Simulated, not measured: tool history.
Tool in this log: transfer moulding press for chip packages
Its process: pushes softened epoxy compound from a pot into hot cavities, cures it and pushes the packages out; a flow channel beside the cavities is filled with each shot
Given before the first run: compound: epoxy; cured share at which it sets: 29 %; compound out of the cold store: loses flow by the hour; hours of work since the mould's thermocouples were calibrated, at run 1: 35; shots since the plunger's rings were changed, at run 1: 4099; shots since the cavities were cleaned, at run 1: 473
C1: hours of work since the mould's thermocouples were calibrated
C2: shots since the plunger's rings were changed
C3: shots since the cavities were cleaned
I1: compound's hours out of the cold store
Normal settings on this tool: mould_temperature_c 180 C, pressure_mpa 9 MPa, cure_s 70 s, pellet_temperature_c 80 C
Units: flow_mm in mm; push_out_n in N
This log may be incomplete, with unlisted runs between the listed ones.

run 1 hour=0 | mould_temperature_c=180 pressure_mpa=9 cure_s=70 pellet_temperature_c=80 | C1=35 C2=4099 C3=473 | I1=8.7 | flow_mm=682 push_out_n=489
run 2 hour=34.9 | mould_temperature_c=184 pressure_mpa=9 cure_s=70 pellet_temperature_c=80 | C1=51 C2=4427 C3=801 | I1=42 | flow_mm=551 push_out_n=469
-- hour=57.7 plunger's sealing rings changed
run 3 hour=62.2 | mould_temperature_c=184 pressure_mpa=9 cure_s=70 pellet_temperature_c=80 | C1=62 C2=42 C3=1033 | I1=22.9 | flow_mm=633 push_out_n=487
-- hour=71.7 cavities cleaned with cleaning compound and waxed
run 4 hour=90.2 | mould_temperature_c=184 pressure_mpa=7.95 cure_s=70 pellet_temperature_c=80 | C1=74 C2=291 C3=174 | I1=28.2 | flow_mm=575 push_out_n=330
run 5 hour=115.4 | mould_temperature_c=178 pressure_mpa=9 cure_s=70 pellet_temperature_c=80 | C1=85 C2=527 C3=410 | I1=9.4 | flow_mm=708 push_out_n=540
run 6 hour=149 | mould_temperature_c=178 pressure_mpa=9 cure_s=70 pellet_temperature_c=80 | C1=100 C2=842 C3=725 | I1=36.9 | flow_mm=597 push_out_n=577
run 7 hour=176.1 | mould_temperature_c=178 pressure_mpa=9 cure_s=70 pellet_temperature_c=80 | C1=112 C2=1096 C3=979 | I1=20.1 | flow_mm=658 push_out_n=613
-- hour=189 cavities cleaned with cleaning compound and waxed
run 8 hour=222.5 | mould_temperature_c=178 pressure_mpa=9 cure_s=70 pellet_temperature_c=80 | C1=132 C2=1517 C3=314 | I1=39 | flow_mm=590 push_out_n=458
run 9 hour=252 | mould_temperature_c=178 pressure_mpa=9 cure_s=70 pellet_temperature_c=80 | C1=145 C2=1794 C3=591 | I1=42.6 | flow_mm=577 push_out_n=538
-- hour=258.2 mould's thermocouples calibrated
run 10 hour=298 | mould_temperature_c=184 pressure_mpa=8.62 cure_s=62 pellet_temperature_c=80 | C1=18 C2=2207 C3=1004 | I1=29.4 | flow_mm=587 push_out_n=553
-- hour=311.5 cavities cleaned with cleaning compound and waxed
-- hour=334 mould's thermocouples calibrated, once more
run 11 hour=334 | mould_temperature_c=181 pressure_mpa=9 cure_s=51 pellet_temperature_c=80 | C1=0 C2=2511 C3=192 | I1=38.4 | flow_mm=581 push_out_n=641
run 12 hour=374.4 | mould_temperature_c=185 pressure_mpa=10.03 cure_s=51 pellet_temperature_c=80 | C1=18 C2=2890 C3=571 | I1=34.9 | flow_mm=616 push_out_n=684
run 13 hour=412.6 | mould_temperature_c=185 pressure_mpa=10.03 cure_s=51 pellet_temperature_c=80 | C1=35 C2=3249 C3=930 | I1=40 | flow_mm=591 push_out_n=694
-- hour=430.3 cavities cleaned with cleaning compound and waxed
run 14 hour=449.4 | mould_temperature_c=181 pressure_mpa=7.06 cure_s=75 pellet_temperature_c=83 | C1=51 C2=3580 C3=179 | I1=22.2 | flow_mm=551 push_out_n=351
run 15 hour=488.9 | mould_temperature_c=181 pressure_mpa=7.06 cure_s=75 pellet_temperature_c=83 | C1=68 C2=3950 C3=549 | I1=47.4 | flow_mm=478 push_out_n=441
run 16 hour=508.9 | mould_temperature_c=177 pressure_mpa=7.06 cure_s=75 pellet_temperature_c=83 | C1=77 C2=4138 C3=737 | I1=35.2 | flow_mm=529 push_out_n=531

Each run again, without the hidden state but with its own random variation kept:
The tool's hidden condition here consists of: true mould temperature over the reading, C; pressure that reaches the compound, % of what is set; grip of the stained cavities, % over clean ones'; drift of the gauge itself on flow_mm, %; drift of the gauge itself on push_out_n, %.
run=1 flow_mm=702 push_out_n=296
run=2 flow_mm=570 push_out_n=251
run=3 flow_mm=633 push_out_n=249
run=4 flow_mm=576 push_out_n=255
run=5 flow_mm=710 push_out_n=341
run=6 flow_mm=600 push_out_n=316
run=7 flow_mm=663 push_out_n=314
run=8 flow_mm=596 push_out_n=304
run=9 flow_mm=584 push_out_n=309
run=10 flow_mm=596 push_out_n=287
run=11 flow_mm=592 push_out_n=500
run=12 flow_mm=629 push_out_n=411
run=13 flow_mm=605 push_out_n=369
run=14 flow_mm=566 push_out_n=266
run=15 flow_mm=491 push_out_n=259
run=16 flow_mm=545 push_out_n=292
